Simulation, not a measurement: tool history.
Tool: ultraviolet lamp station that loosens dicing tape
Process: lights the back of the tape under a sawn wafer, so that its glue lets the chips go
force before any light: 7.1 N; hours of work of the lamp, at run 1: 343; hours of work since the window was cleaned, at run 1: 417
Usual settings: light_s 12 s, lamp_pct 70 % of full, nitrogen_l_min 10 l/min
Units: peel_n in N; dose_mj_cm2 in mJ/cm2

| run | hour | light_s | lamp_pct | nitrogen_l_min | hours of work of the lamp | hours of work since the window was cleaned | peel_n | dose_mj_cm2 |
|---|---|---|---|---|---|---|---|---|
| 1 | 0 | 12 | 70 | 10 | 343 | 417 | 1.093 | 292 |
| 2 | 10.7 | 8 | 70 | 10 | 352 | 425 | 2.019 | 192 |
| 3 | 21.9 | 8 | 70 | 10 | 360 | 434 | 2.001 | 196 |
| 4 | 31.4 | 8 | 70 | 10 | 368 | 441 | 1.982 | 191 |
|  | 39 | window cleaned of glue's vapour |
| 5 | 42.5 | 8 | 70 | 9 | 376 | 3 | 2.069 | 190 |
| 6 | 49.5 | 8 | 70 | 9 | 381 | 8 | 2.131 | 189 |
| 7 | 63.3 | 8 | 70 | 9 | 392 | 19 | 2.218 | 185 |
| 8 | 74.8 | 12 | 70 | 8 | 401 | 28 | 1.374 | 284 |
| 9 | 87.7 | 12 | 70 | 8 | 411 | 38 | 1.327 | 280 |
| 10 | 94.7 | 12 | 70 | 8 | 416 | 43 | 1.335 | 284 |
| 11 | 101.5 | 12 | 71 | 8 | 421 | 48 | 1.32 | 283 |
|  | 107.5 | window cleaned of glue's vapour, once more |
| 12 | 113.5 | 12 | 70 | 17 | 430 | 5 | 0.653 | 308 |
| 13 | 124.2 | 12 | 70 | 17 | 438 | 13 | 0.66 | 307 |
| 14 | 135 | 19 | 70 | 10 | 447 | 21 | 0.338 | 491 |
| 15 | 141.4 | 19 | 70 | 10 | 452 | 26 | 0.361 | 486 |
| 16 | 151.7 | 12 | 70 | 10 | 460 | 34 | 0.951 | 309 |
| 17 | 160.2 | 12 | 70 | 10 | 466 | 41 | 1.01 | 305 |
| 18 | 166.8 | 19 | 70 | 10 | 471 | 46 | 0.361 | 480 |
| 19 | 173.9 | 12 | 70 | 5 | 477 | 51 | 1.602 | 298 |
| 20 | 180 | 12 | 65 | 10 | 482 | 56 | 1.114 | 279 |
| 21 | 193.2 | 12 | 65 | 10 | 492 | 66 | 1.181 | 282 |
| 22 | 201.4 | 12 | 65 | 10 | 498 | 72 | 1.19 | 280 |
| 23 | 213.2 | 12 | 65 | 10 | 507 | 82 | 1.15 | 280 |
| 24 | 227.6 | 12 | 62 | 15 | 518 | 93 | 0.969 | 268 |
| 25 | 240.2 | 12 | 95 | 19 | 528 | 102 | 0.331 | 400 |
| 26 | 252.1 | 12 | 95 | 19 | 537 | 112 | 0.342 | 405 |
| 27 | 265.2 | 7 | 79 | 4 | 547 | 122 | 2.998 | 190 |
| 28 | 273.2 | 12 | 78 | 10 | 553 | 128 | 0.84 | 328 |
| 29 | 283.3 | 12 | 78 | 10 | 561 | 136 | 0.893 | 329 |
| 30 | 293.1 | 12 | 92 | 9 | 569 | 143 | 0.686 | 385 |
| 31 | 301.6 | 12 | 65 | 5 | 575 | 150 | 1.941 | 269 |
| 32 | 315.8 | 12 | 65 | 5 | 586 | 161 | 1.904 | 273 |
| 33 | 327.3 | 23 | 70 | 8 | 595 | 170 | 0.335 | 552 |
| 34 | 340.3 | 23 | 70 | 8 | 605 | 180 | 0.342 | 547 |
| 35 | 350.9 | 12 | 78 | 18 | 613 | 188 | 0.593 | 323 |
| 36 | 364 | 15 | 70 | 11 | 623 | 198 | 0.658 | 357 |
| 37 | 378.2 | 14 | 64 | 12 | 634 | 209 | 0.842 | 302 |
| 38 | 390.7 | 14 | 95 | 17 | 644 | 218 | 0.27 | 451 |
| 39 | 396.8 | 14 | 95 | 17 | 649 | 223 | 0.277 | 446 |

Hidden state or all else? Some run-to-run changes of peel_n, split into what the settings, what came in and random variation would give without the hidden state, and what is left for the hidden state (with any gauge scatter that isn't in both results):
The hidden state here: lamp's light, % of a new lamp's; light that the window lets through, % of a clean one's; drift of the gauge itself on peel_n, %; drift of the gauge itself on dose_mj_cm2, %.
Run 11 -> 12: lamp_pct 71 -> 70, nitrogen_l_min 8 -> 17, window cleaned of glue's vapour, once more. peel_n -0.667 N: hidden state -0.273, all else -0.394.
Run 26 -> 27: light_s 12 -> 7, lamp_pct 95 -> 79, nitrogen_l_min 19 -> 4. peel_n +2.656 N: hidden state +0.306, all else +2.35.
Run 27 -> 28: light_s 7 -> 12, lamp_pct 79 -> 78, nitrogen_l_min 4 -> 10. peel_n -2.158 N: hidden state -0.17, all else -1.988.
Run 32 -> 33: light_s 12 -> 23, lamp_pct 65 -> 70, nitrogen_l_min 5 -> 8. peel_n -1.569 N: hidden state -0.298, all else -1.271.
